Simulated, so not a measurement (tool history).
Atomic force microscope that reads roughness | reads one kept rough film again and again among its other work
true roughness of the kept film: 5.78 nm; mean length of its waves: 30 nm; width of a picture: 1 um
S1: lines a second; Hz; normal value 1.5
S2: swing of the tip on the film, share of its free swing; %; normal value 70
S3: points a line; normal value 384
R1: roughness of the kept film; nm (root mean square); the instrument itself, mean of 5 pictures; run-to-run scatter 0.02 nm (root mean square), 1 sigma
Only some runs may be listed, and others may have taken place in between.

run 1 hour=0 | S1=1.5 S2=70 S3=384 | R1=4.887
run 2 hour=30.9 | S1=0.51 S2=70 S3=384 | R1=5.055
run 3 hour=61.5 | S1=0.51 S2=70 S3=384 | R1=5.032
run 4 hour=96.6 | S1=0.51 S2=70 S3=384 | R1=5.036
run 5 hour=133.5 | S1=1.5 S2=70 S3=384 | R1=4.887
run 6 hour=158 | S1=1.5 S2=70 S3=384 | R1=4.905
run 7 hour=192.4 | S1=1.5 S2=70 S3=350 | R1=4.905
run 8 hour=215.9 | S1=1.5 S2=70 S3=384 | R1=4.886
run 9 hour=246 | S1=1.5 S2=58 S3=384 | R1=4.953
run 10 hour=269 | S1=1.5 S2=70 S3=754 | R1=4.903
run 11 hour=290.5 | S1=1.5 S2=70 S3=754 | R1=4.912
run 12 hour=312 | S1=1.5 S2=56 S3=754 | R1=5.058
run 13 hour=349.7 | S1=1.5 S2=56 S3=754 | R1=5.023
run 14 hour=372.4 | S1=1.5 S2=56 S3=754 | R1=5.055
run 15 hour=397.7 | S1=1.85 S2=56 S3=754 | R1=5.047
run 16 hour=436.6 | S1=2.99 S2=70 S3=384 | R1=4.73
run 17 hour=453.3 | S1=2.99 S2=71 S3=384 | R1=4.707
run 18 hour=470.7 | S1=2.99 S2=89 S3=384 | R1=4.215
run 19 hour=495.4 | S1=2.99 S2=84 S3=384 | R1=4.372
run 20 hour=520.3 | S1=2.18 S2=70 S3=384 | R1=4.843
run 21 hour=545.3 | S1=1.5 S2=70 S3=865 | R1=4.911
run 22 hour=568.2 | S1=1.5 S2=70 S3=865 | R1=4.935
run 23 hour=587.7 | S1=1.5 S2=70 S3=865 | R1=4.928
run 24 hour=614.6 | S1=1.5 S2=70 S3=865 | R1=4.948
run 25 hour=648.5 | S1=1.5 S2=70 S3=865 | R1=4.9
run 26 hour=670.3 | S1=0.65 S2=66 S3=541 | R1=5.066
run 27 hour=706.7 | S1=0.75 S2=69 S3=375 | R1=4.96
run 28 hour=746.6 | S1=0.75 S2=69 S3=375 | R1=4.996
run 29 hour=776.7 | S1=0.53 S2=70 S3=747 | R1=5.05
run 30 hour=795.5 | S1=2.31 S2=70 S3=364 | R1=4.8
run 31 hour=813.1 | S1=2.31 S2=66 S3=486 | R1=4.859
run 32 hour=838.1 | S1=2.31 S2=66 S3=486 | R1=4.842
run 33 hour=856.2 | S1=2.31 S2=66 S3=486 | R1=4.865
run 34 hour=880.3 | S1=2.31 S2=66 S3=486 | R1=4.876
run 35 hour=911.7 | S1=1.5 S2=62 S3=918 | R1=4.978
run 36 hour=951.3 | S1=1.19 S2=62 S3=542 | R1=5.026
run 37 hour=970.4 | S1=1.19 S2=62 S3=542 | R1=4.986
run 38 hour=998.4 | S1=1.19 S2=67 S3=542 | R1=4.965
run 39 hour=1015.1 | S1=2.74 S2=70 S3=785 | R1=4.754
run 40 hour=1040.1 | S1=2.74 S2=70 S3=785 | R1=4.781
run 41 hour=1070.1 | S1=0.74 S2=70 S3=643 | R1=5.009
run 42 hour=1101.5 | S1=0.74 S2=70 S3=643 | R1=5.028
run 43 hour=1135.7 | S1=1.5 S2=63 S3=769 | R1=4.963
run 44 hour=1169.1 | S1=0.83 S2=70 S3=420 | R1=4.995
run 45 hour=1195 | S1=1.25 S2=61 S3=714 | R1=4.972
run 46 hour=1215.6 | S1=1.5 S2=61 S3=384 | R1=4.954
run 47 hour=1251.2 | S1=1.29 S2=61 S3=970 | R1=5.038
run 48 hour=1291.7 | S1=1.29 S2=61 S3=970 | R1=4.995

Removed from this log: 6 entries logged between the listed runs. Between which two listed runs does each belong, and how does the tool's hidden state at the listed run before it compare with that at the listed run after it?
After run 6, before run 7: new tip fitted (hour 166.6)
  radius of the tip, nm: 5.2 -> 5
After run 14, before run 15: new tip fitted (hour 390.3)
  radius of the tip, nm: 5.2 -> 5
After run 23, before run 24: new tip fitted (hour 611.7)
  radius of the tip, nm: 5.2 -> 5
After run 31, before run 32: new tip fitted (hour 833.3)
  radius of the tip, nm: 5.2 -> 5
After run 40, before run 41: new tip fitted (hour 1054.8)
  radius of the tip, nm: 5.2 -> 5
After run 47, before run 48: new tip fitted (hour 1276)
  radius of the tip, nm: 5.2 -> 5

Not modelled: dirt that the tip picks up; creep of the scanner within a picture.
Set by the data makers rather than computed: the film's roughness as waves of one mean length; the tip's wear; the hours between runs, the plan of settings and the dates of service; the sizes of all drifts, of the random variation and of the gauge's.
